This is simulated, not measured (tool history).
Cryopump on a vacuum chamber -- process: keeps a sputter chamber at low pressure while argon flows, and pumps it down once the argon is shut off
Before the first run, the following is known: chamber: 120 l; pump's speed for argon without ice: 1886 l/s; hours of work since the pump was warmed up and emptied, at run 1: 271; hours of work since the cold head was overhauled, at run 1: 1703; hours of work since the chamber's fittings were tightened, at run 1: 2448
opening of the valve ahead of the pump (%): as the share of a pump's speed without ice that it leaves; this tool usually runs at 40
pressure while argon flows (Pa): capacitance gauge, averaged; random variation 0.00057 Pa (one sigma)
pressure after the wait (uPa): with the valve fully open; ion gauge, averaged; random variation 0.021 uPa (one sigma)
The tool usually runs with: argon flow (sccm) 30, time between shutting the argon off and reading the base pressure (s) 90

run,hour,argon flow (sccm),time between shutting the argon off and reading the base pressure (s),opening of the valve ahead of the pump (%),hours of work since the pump was warmed up and emptied,hours of work since the cold head was overhauled,hours of work since the chamber's fittings were tightened,pressure while argon flows (Pa),pressure after the wait (uPa)
1,0.0,30,90,40,271,1703,2448,0.0744,1.48
2,39.8,30,90,40,301,1732,2478,0.0767,1.51
# hour 66.6: pump warmed up, emptied and cooled again
3,136.6,30,90,40,52,1801,2546,0.0686,1.29
4,184.8,30,90,40,88,1837,2582,0.0686,1.34
5,276.4,30,90,40,156,1905,2651,0.0707,1.42
6,334.0,30,90,40,199,1948,2694,0.0721,1.47
7,418.9,30,90,40,263,2011,2757,0.0744,1.59
# hour 440.9: leaking fittings of the chamber tightened, without venting
# hour 499.4: pump warmed up, emptied and cooled again
8,511.9,13,90,40,9,2075,49,0.0291,0.45
9,595.8,13,90,33,72,2138,112,0.0355,0.46
10,656.3,30,90,40,117,2183,157,0.0708,0.52
11,731.3,30,90,40,173,2239,213,0.0718,0.52
12,812.6,30,90,40,234,2299,273,0.0743,0.60
13,887.6,30,90,40,289,2355,329,0.0767,0.65
# hour 932.5: pump warmed up, emptied and cooled again
14,934.4,30,90,40,1,2387,360,0.0671,0.54
15,991.8,30,90,15,44,2429,403,0.1805,0.57
16,1053.9,30,90,17,91,2476,450,0.1597,0.61
17,1134.8,30,92,40,151,2536,510,0.0723,0.58
18,1196.8,53,69,23,197,2582,556,0.2144,0.74
19,1258.7,53,72,20,243,2628,602,0.2485,0.77
20,1306.4,36,139,48,279,2664,638,0.0774,0.67
21,1346.7,36,139,48,309,2694,668,0.0781,0.69
# hour 1363.0: pump warmed up, emptied and cooled again
22,1435.3,36,241,54,54,2756,730,0.0618,0.52
23,1485.0,36,241,54,91,2793,767,0.0629,0.55
24,1552.7,36,41,54,141,2844,818,0.0639,1.05
25,1596.5,43,126,54,174,2876,850,0.0777,0.75
26,1636.4,21,28,28,204,2906,880,0.0717,1.40
27,1674.8,21,169,26,232,2935,909,0.0771,0.68
28,1755.2,21,169,26,292,2995,969,0.0779,0.78
# hour 1796.1: pump warmed up, emptied and cooled again
29,1799.0,46,75,40,2,3024,998,0.1051,0.87
30,1855.7,46,75,40,44,3066,1040,0.1061,0.89
31,1922.6,16,29,35,94,3116,1090,0.0428,1.39
32,2007.0,13,62,33,157,3179,1153,0.0367,1.01
33,2046.2,13,62,33,187,3208,1182,0.0379,1.03
34,2138.2,13,62,33,255,3277,1251,0.0386,1.08

Forecast each of these 4 alternatives for the next run:
A,2179.3,58,65,40,286,3307,1281,?,?
B,2179.3,32,37,16,286,3307,1281,?,?
C,2179.3,47,151,28,286,3307,1281,?,?
D,2179.3,13,62,60,286,3307,1281,?,?

run,pressure while argon flows (Pa),pressure after the wait (uPa)
A,0.1451,1.15
B,0.1894,1.40
C,0.1638,0.96
D,0.0233,1.14
Had the tool no hidden state, the same runs would have come out as:
run,pressure while argon flows (Pa),pressure after the wait (uPa)
A,0.1281,0.51
B,0.1799,0.78
C,0.1499,0.32
D,0.0195,0.52
